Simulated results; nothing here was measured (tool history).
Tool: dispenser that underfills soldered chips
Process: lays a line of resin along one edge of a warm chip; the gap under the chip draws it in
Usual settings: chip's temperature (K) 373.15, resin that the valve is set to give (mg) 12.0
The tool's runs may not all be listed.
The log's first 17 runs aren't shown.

| run | hour | chip's temperature (K) | resin that the valve is set to give (mg) | time until the resin shows at the far edge (s) | resin that the valve gave (mg) |
|---|---|---|---|---|---|
| 18 | 75.8 | 373.15 | 12.0 | 135.4 | 11.80 |
|  | 76.6 | new syringe of resin |
| 19 | 80.3 | 373.15 | 12.0 | 93.8 | 11.58 |
| 20 | 83.6 | 373.15 | 12.0 | 115.9 | 11.57 |
|  | 87.6 | new syringe of resin |
| 21 | 88.3 | 368.15 | 14.5 | 95.3 | 13.86 |
| 22 | 92.7 | 368.15 | 14.5 | 124.1 | 13.96 |
| 23 | 95.2 | 365.15 | 11.8 | 167.1 | 11.23 |
| 24 | 97.8 | 367.15 | 13.9 | 176.7 | 13.28 |
|  | 98.5 | new syringe of resin |
| 25 | 101.5 | 367.15 | 13.9 | 116.5 | 13.12 |
| 26 | 105.7 | 362.15 | 10.4 | 195.8 | 9.90 |
| 27 | 108.3 | 384.15 | 13.1 | 87.2 | 12.53 |
|  | 109.4 | new syringe of resin |
| 28 | 113.1 | 379.15 | 13.1 | 74.4 | 12.33 |
| 29 | 117.7 | 363.15 | 13.8 | 189.2 | 13.05 |
|  | 120.3 | new syringe of resin |
| 30 | 121.2 | 363.15 | 13.8 | 121.3 | 12.88 |
| 31 | 124.6 | 368.15 | 12.7 | 120.9 | 11.96 |
| 32 | 128.0 | 368.15 | 12.4 | 150.1 | 11.73 |
|  | 131.1 | new syringe of resin |
| 33 | 133.1 | 387.15 | 12.2 | 48.7 | 11.36 |
| 34 | 135.7 | 366.15 | 15.4 | 135.9 | 14.32 |
| 35 | 140.0 | 386.15 | 13.6 | 78.0 | 12.65 |
|  | 142.0 | new syringe of resin |
| 36 | 143.2 | 386.15 | 13.6 | 48.9 | 12.71 |

4 ways to go on from here, each from the tool as it stands after run 36. What would each give?
| A | 146.9 | 386.15 | 14.4 | ? | ? |
| B | 146.9 | 359.15 | 14.7 | ? | ? |
| C | 146.9 | 375.15 | 13.0 | ? | ? |
| D | 146.9 | 386.15 | 12.7 | ? | ? |

| run | time until the resin shows at the far edge (s) | resin that the valve gave (mg) |
|---|---|---|
| A | 59.1 | 13.32 |
| B | 186.5 | 13.72 |
| C | 93.2 | 12.07 |
| D | 60.9 | 11.87 |
Without the tool's hidden state the same runs would have given:
| run | time until the resin shows at the far edge (s) | resin that the valve gave (mg) |
|---|---|---|
| A | 42.0 | 14.36 |
| B | 132.1 | 14.79 |
| C | 65.8 | 13.01 |
| D | 43.2 | 12.79 |
